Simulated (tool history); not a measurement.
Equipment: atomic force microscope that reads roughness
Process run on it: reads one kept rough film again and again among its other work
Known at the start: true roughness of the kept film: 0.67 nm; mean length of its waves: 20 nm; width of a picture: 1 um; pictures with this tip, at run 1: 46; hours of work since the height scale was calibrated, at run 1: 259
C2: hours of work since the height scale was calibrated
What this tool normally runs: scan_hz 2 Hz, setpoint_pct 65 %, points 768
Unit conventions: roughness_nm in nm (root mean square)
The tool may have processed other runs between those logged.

Run 1, day 0: usual settings; pictures with this tip 46; C2 259. Result: roughness_nm 0.607 nm (root mean square).
At day 1.121: new tip fitted.
Run 2, day 1.121: usual settings but points 389; pictures with this tip 0; C2 276. Result: roughness_nm 0.599 nm (root mean square).
Run 3, day 2.504: usual settings but points 389; pictures with this tip 49; C2 296. Result: roughness_nm 0.604 nm (root mean square).
Run 4, day 3.479: usual settings; pictures with this tip 84; C2 310. Result: roughness_nm 0.604 nm (root mean square).
At day 3.592: new tip fitted.
Run 5, day 5.083: usual settings but setpoint_pct 68 %; pictures with this tip 53; C2 334. Result: roughness_nm 0.596 nm (root mean square).
At day 6.088: new tip fitted.
Run 6, day 6.775: usual settings but setpoint_pct 68 %; pictures with this tip 25; C2 359. Result: roughness_nm 0.6 nm (root mean square).
Run 7, day 7.579: usual settings but setpoint_pct 68 %; pictures with this tip 54; C2 371. Result: roughness_nm 0.6 nm (root mean square).
At day 8.471: new tip fitted.
Run 8, day 8.583: usual settings but setpoint_pct 68 %; pictures with this tip 4; C2 385. Result: roughness_nm 0.598 nm (root mean square).
Run 9, day 10.138: usual settings but setpoint_pct 68 %; pictures with this tip 59; C2 408. Result: roughness_nm 0.605 nm (root mean square).
At day 10.921: new tip fitted.
Run 10, day 11.508: usual settings but scan_hz 1.18 Hz, setpoint_pct 68 %; pictures with this tip 21; C2 428. Result: roughness_nm 0.612 nm (root mean square).
Run 11, day 12.375: usual settings but points 653; pictures with this tip 52; C2 441. Result: roughness_nm 0.603 nm (root mean square).
At day 13.379: new tip fitted.
Run 12, day 14.254: usual settings but points 653; pictures with this tip 32; C2 468. Result: roughness_nm 0.596 nm (root mean square).
Run 13, day 15.55: usual settings but points 653; pictures with this tip 78; C2 488. Result: roughness_nm 0.593 nm (root mean square).
At day 15.846: new tip fitted.
Run 14, day 16.85: usual settings but scan_hz 0.9 Hz, setpoint_pct 78 %, points 653; pictures with this tip 35; C2 507. Result: roughness_nm 0.611 nm (root mean square).
At day 18.267: new tip fitted.
Run 15, day 18.267: usual settings but scan_hz 1.64 Hz, setpoint_pct 78 %, points 322; pictures with this tip 0; C2 527. Result: roughness_nm 0.581 nm (root mean square).
Run 16, day 19.521: usual settings but setpoint_pct 83 %, points 518; pictures with this tip 45; C2 546. Result: roughness_nm 0.566 nm (root mean square).
At day 20.688: new tip fitted.
Run 17, day 21.017: usual settings but scan_hz 0.95 Hz, setpoint_pct 77 %, points 346; pictures with this tip 11; C2 568. Result: roughness_nm 0.596 nm (root mean square).
Run 18, day 22.654: usual settings but scan_hz 0.95 Hz, setpoint_pct 77 %, points 346; pictures with this tip 70; C2 592. Result: roughness_nm 0.59 nm (root mean square).
At day 23.108: new tip fitted.
Run 19, day 23.992: usual settings but scan_hz 0.53 Hz, points 807; pictures with this tip 32; C2 611. Result: roughness_nm 0.608 nm (root mean square).
Run 20, day 25.175: usual settings but scan_hz 0.53 Hz, points 807; pictures with this tip 74; C2 629. Result: roughness_nm 0.619 nm (root mean square).
At day 25.517: new tip fitted.
Run 21, day 26.138: usual settings but setpoint_pct 89 %, points 701; pictures with this tip 22; C2 643. Result: roughness_nm 0.556 nm (root mean square).
Run 22, day 26.908: usual settings but setpoint_pct 89 %, points 701; pictures with this tip 49; C2 654. Result: roughness_nm 0.562 nm (root mean square).
Run 23, day 27.696: usual settings but setpoint_pct 89 %, points 701; pictures with this tip 77; C2 666. Result: roughness_nm 0.56 nm (root mean square).

Each row is a separate what-if for the run after 23, all from the same tool condition, not one after another. Results?
At day 27.988: new tip fitted.
Run A, day 29.092: usual settings but setpoint_pct 83 %, points 701; pictures with this tip 39; C2 686. Result: roughness_nm ?.
At day 27.988: new tip fitted.
Run B, day 29.092: usual settings but scan_hz 2.03 Hz, points 459; pictures with this tip 39; C2 686. Result: roughness_nm ?.
At day 27.988: new tip fitted.
Run C, day 29.092: usual settings but setpoint_pct 61 %; pictures with this tip 39; C2 686. Result: roughness_nm ?.
At day 27.988: new tip fitted.
Run D, day 29.092: usual settings but scan_hz 1.48 Hz, setpoint_pct 75 %, points 757; pictures with this tip 39; C2 686. Result: roughness_nm ?.
At day 27.988: new tip fitted.
Run E, day 29.092: usual settings but scan_hz 1.17 Hz; pictures with this tip 39; C2 686. Result: roughness_nm ?.

run  roughness_nm
  A         0.572
  B         0.599
  C         0.605
  D         0.602
  E         0.611
What these runs would have given with no unlogged condition in the tool:
run  roughness_nm
  A         0.573
  B         0.599
  C         0.606
  D         0.603
  E         0.612
